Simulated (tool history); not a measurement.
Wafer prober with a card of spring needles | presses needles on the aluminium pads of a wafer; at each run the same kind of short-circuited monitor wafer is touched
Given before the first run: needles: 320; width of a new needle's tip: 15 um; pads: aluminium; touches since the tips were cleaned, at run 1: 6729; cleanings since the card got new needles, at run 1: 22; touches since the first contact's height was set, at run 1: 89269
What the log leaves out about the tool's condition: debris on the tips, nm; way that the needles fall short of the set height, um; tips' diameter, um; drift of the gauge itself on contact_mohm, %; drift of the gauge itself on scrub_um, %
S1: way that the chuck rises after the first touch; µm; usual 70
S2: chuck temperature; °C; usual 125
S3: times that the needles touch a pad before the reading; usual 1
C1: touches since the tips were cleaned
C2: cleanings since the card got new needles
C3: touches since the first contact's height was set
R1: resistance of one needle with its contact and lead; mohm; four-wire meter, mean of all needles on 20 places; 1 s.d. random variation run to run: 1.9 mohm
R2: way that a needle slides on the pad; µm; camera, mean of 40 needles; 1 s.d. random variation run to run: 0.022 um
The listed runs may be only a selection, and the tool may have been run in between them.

run   hour  S1   S2  S3    C1  C2      C3   R1     R2
  1    0.0  70  125   1  6729  22   89269  231  12.96
       2.7  -- tips cleaned on abrasive film
  2    7.4  56  125   1  2450  23   93085  229  10.36
  3   12.6  56  125   1  5160  23   95795  240  10.34
      18.4  -- tips cleaned on abrasive film
  4   25.2  70  125   1  3536  24  102313  226  12.95
      34.2  -- tips cleaned on abrasive film
  5   35.6  70  125   1   728  25  107675  216  12.96
  6   47.7  70  125   1  7038  25  113985  236  12.99
      50.0  -- tips cleaned on abrasive film
  7   55.4  70  125   1  2784  26  117953  221  12.93
      58.0  -- height of the first contact set anew
  8   62.4  70  125   1  6267  26    2287  235  13.05
      66.5  -- tips cleaned on abrasive film
  9   71.0  70  125   1  2358  27    6747  221  13.07
 10   77.7  70  125   1  5840  27   10229  234  13.02
      82.1  -- tips cleaned on abrasive film
 11   89.2  70  125   1  3725  28   16188  225  13.04
 12   95.5  59   85   2  7002  28   19465  222  11.04
      98.1  -- tips cleaned on abrasive film
 13  105.0  81   81   2  3613  29   24398  209  15.10
 14  112.5  71   77   1  7530  29   28315  221  13.25
     114.1  -- tips cleaned on abrasive film
 15  118.3  70   75   3  2178  30   31251  197  13.01
 16  129.1  70   75   3  7810  30   36883  210  13.01
     130.0  -- tips cleaned on abrasive film
 17  135.5  70   75   3  2910  31   40216  203  13.01
 18  141.2  65   75   3  5843  31   43149  208  12.09
     145.7  -- tips cleaned on abrasive film
 19  153.0  84  110   2  3768  32   49246  213  15.59
     161.8  -- tips cleaned on abrasive film
 20  162.8  84  110   2   526  33   54357  207  15.61
 21  171.0  70  123   2  4801  33   58632  214  13.00

Alternative continuations, all from the tool just after run 21; predict every row:
     177.9  -- tips cleaned on abrasive film
  A  177.9  70  125   2   0  34  62138   ?   ?
     177.9  -- tips cleaned on abrasive film
  B  177.9  55   67   2   0  34  62138   ?   ?
     177.9  -- tips cleaned on abrasive film
  C  177.9  70  125   1   0  34  62138   ?   ?
     177.9  -- tips cleaned on abrasive film
  D  177.9  64   30   2   0  34  62138   ?   ?

run   R1     R2
  A  206  12.99
  B  199  10.20
  C  209  12.97
  D  190  11.87
With no hidden state in the tool, these same runs would have given:
run   R1     R2
  A  206  13.07
  B  197  10.28
  C  208  13.06
  D  188  11.96
